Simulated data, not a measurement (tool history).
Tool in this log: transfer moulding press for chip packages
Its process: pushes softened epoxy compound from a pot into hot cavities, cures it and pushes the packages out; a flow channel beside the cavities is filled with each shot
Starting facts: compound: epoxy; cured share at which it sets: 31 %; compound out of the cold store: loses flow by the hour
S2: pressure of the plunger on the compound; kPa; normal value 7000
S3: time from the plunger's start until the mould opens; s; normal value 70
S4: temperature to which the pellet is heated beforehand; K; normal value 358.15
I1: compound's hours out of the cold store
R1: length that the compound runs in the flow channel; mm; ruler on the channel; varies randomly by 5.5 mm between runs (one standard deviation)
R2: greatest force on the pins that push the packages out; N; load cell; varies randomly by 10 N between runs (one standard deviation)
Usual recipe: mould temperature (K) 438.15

Run 1, day 0: usual settings; I1 22.6. Result: R1 634 mm, R2 493 N.
At day 2.146: cavities cleaned with cleaning compound and waxed.
Run 2, day 2.146: usual settings but S2 8710 kPa; I1 15. Result: R1 745 mm, R2 496 N.
Run 3, day 3.538: usual settings but S2 8710 kPa; I1 28. Result: R1 680 mm, R2 470 N.
Run 4, day 5.588: usual settings but S2 8710 kPa; I1 43.7. Result: R1 612 mm, R2 462 N.
At day 6.167: cavities cleaned with cleaning compound and waxed.
Run 5, day 7.979: usual settings but S3 57 s; I1 16.5. Result: R1 661 mm, R2 875 N.
At day 10.025: cavities cleaned with cleaning compound and waxed.
Run 6, day 10.238: usual settings; I1 41.9. Result: R1 558 mm, R2 488 N.
Run 7, day 11.625: usual settings; I1 28.4. Result: R1 611 mm, R2 474 N.
Run 8, day 13.312: usual settings; I1 41.5. Result: R1 558 mm, R2 471 N.
At day 13.942: cavities cleaned with cleaning compound and waxed.
Run 9, day 14.546: usual settings but mould temperature (K) 433.15; I1 29.4. Result: R1 615 mm, R2 650 N.
Run 10, day 16.212: usual settings but mould temperature (K) 433.15; I1 8.3. Result: R1 702 mm, R2 717 N.
At day 17.908: cavities cleaned with cleaning compound and waxed.
Run 11, day 17.933: usual settings; I1 37.4. Result: R1 585 mm, R2 477 N.
Run 12, day 19.729: usual settings; I1 25.3. Result: R1 624 mm, R2 471 N.
At day 20.425: plunger's sealing rings changed.
Run 13, day 21.633: usual settings but S3 99 s, S4 361.15 K; I1 25.7. Result: R1 617 mm, R2 368 N.
At day 21.888: cavities cleaned with cleaning compound and waxed.
Run 14, day 23.088: usual settings but mould temperature (K) 431.15; I1 38.8. Result: R1 574 mm, R2 721 N.
Run 15, day 25.558: usual settings but mould temperature (K) 431.15, S2 8660 kPa, S3 58 s, S4 352.15 K; I1 25.1. Result: R1 718 mm, R2 1287 N.
At day 25.767: cavities cleaned with cleaning compound and waxed.
Run 16, day 26.675: usual settings but mould temperature (K) 431.15, S2 6690 kPa, S3 94 s, S4 352.15 K; I1 40.9. Result: R1 561 mm, R2 411 N.
Run 17, day 28.308: usual settings but mould temperature (K) 431.15, S2 8790 kPa, S3 94 s, S4 355.15 K; I1 29.3. Result: R1 693 mm, R2 403 N.
At day 29.704: cavities cleaned with cleaning compound and waxed.
Run 18, day 30.096: usual settings but mould temperature (K) 431.15, S2 8790 kPa, S3 94 s, S4 355.15 K; I1 36.4. Result: R1 669 mm, R2 398 N.
Run 19, day 31.775: usual settings but mould temperature (K) 431.15, S2 8790 kPa, S3 94 s, S4 355.15 K; I1 34. Result: R1 675 mm, R2 418 N.
At day 32.958: mould's thermocouples calibrated.
Run 20, day 33.183: usual settings but mould temperature (K) 435.15, S2 6380 kPa, S3 80 s, S4 360.15 K; I1 45.3. Result: R1 516 mm, R2 419 N.
At day 33.65: cavities cleaned with cleaning compound and waxed.
Run 21, day 34.317: usual settings but S2 8650 kPa, S3 81 s; I1 16. Result: R1 738 mm, R2 400 N.
Run 22, day 36.267: usual settings but S2 5470 kPa; I1 38.3. Result: R1 512 mm, R2 466 N.
At day 37.571: cavities cleaned with cleaning compound and waxed.
Run 23, day 38.796: usual settings but mould temperature (K) 434.15, S2 7230 kPa, S4 363.15 K; I1 21.4. Result: R1 664 mm, R2 601 N.
Run 24, day 40.112: usual settings but mould temperature (K) 434.15, S2 7230 kPa, S3 58 s, S4 356.15 K; I1 19.1. Result: R1 651 mm, R2 1054 N.

Below are 4 alternative next runs, each starting from the tool's condition after run 24. Predict each:
Run A, day 41.158: usual settings but mould temperature (K) 439.15, S2 8490 kPa, S3 68 s, S4 356.15 K; I1 17.1. Result: R1 ?, R2 ?.
Run B, day 41.158: usual settings but mould temperature (K) 439.15, S4 351.15 K; I1 36.5. Result: R1 ?, R2 ?.
Run C, day 41.158: usual settings but mould temperature (K) 434.15, S2 7520 kPa, S3 93 s, S4 356.15 K; I1 47.6. Result: R1 ?, R2 ?.
Run D, day 41.158: usual settings but mould temperature (K) 430.15, S2 7160 kPa, S3 66 s; I1 47.2. Result: R1 ?, R2 ?.

run   R1   R2
  A  723  507
  B  575  458
  C  564  383
  D  545  855
Had the tool no hidden state, the same runs would have come out as:
run   R1   R2
  A  723  503
  B  575  454
  C  565  380
  D  546  848
